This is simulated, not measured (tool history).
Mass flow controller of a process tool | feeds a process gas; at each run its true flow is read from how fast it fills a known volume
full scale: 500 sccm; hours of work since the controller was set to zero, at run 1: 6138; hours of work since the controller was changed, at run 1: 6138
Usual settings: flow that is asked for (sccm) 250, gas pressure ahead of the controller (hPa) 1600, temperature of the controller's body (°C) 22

run	hour	flow that is asked for (sccm)	gas pressure ahead of the controller (hPa)	temperature of the controller's body (°C)	hours of work since the controller was set to zero	hours of work since the controller was changed	true flow (%)
1	0	250	1600	22	6138	6138	98.61
2	443.8	250	1600	22	6292	6292	98.55
3	870.3	250	1600	22	6440	6440	98.54
4	1335.2	250	1600	22	6601	6601	98.71
5	1690.1	250	1600	22	6725	6725	98.55
6	2189.3	336	1600	22	6898	6898	98.46
7	2530.4	250	2330	22	7016	7016	97.89
8	2892.7	250	2330	22	7142	7142	98.05
9	3250.9	250	1600	22	7267	7267	98.53
10	3792.7	250	1600	22	7455	7455	98.48
11	4184.1	250	1600	22	7590	7590	98.48
12	4668.5	250	1600	21	7759	7759	98.41
13	5223.7	250	1600	21	7951	7951	98.35
14	5595.5	250	1600	21	8080	8080	98.53
15	6104.1	199	1460	20	8257	8257	98.88
16	6460.8	124	1460	28	8381	8381	101.3
17	6739.3	124	1460	28	8478	8478	101.28
# hour 6792.9: controller's zero set anew
18	6987.8	124	1460	28	68	8564	103.41
19	7314.2	473	1600	22	181	8677	99.21
20	7649.5	473	1600	22	297	8793	99.01
21	7893.4	221	1600	22	382	8878	99.76
# hour 8323: controller's zero set anew, once more
22	8323	113	2120	22	0	9027	94.05
23	8636.4	113	2120	22	109	9136	94.14
24	9043.7	224	1620	27	250	9277	95.58
25	9609.5	350	1580	24	447	9474	96.14
26	9882.4	474	2100	32	541	9568	97.21

Forecast each of these 4 alternatives for the next run:
A	10443.4	250	1600	23	736	9763	?
B	10443.4	474	2040	32	736	9763	?
C	10443.4	250	1600	38	736	9763	?
D	10443.4	250	1960	22	736	9763	?

run	true flow (%)
A	95.45
B	97.32
C	96.56
D	95.12
Without the tool's hidden state the same runs would have given:
run	true flow (%)
A	98.57
B	100.56
C	99.68
D	98.24

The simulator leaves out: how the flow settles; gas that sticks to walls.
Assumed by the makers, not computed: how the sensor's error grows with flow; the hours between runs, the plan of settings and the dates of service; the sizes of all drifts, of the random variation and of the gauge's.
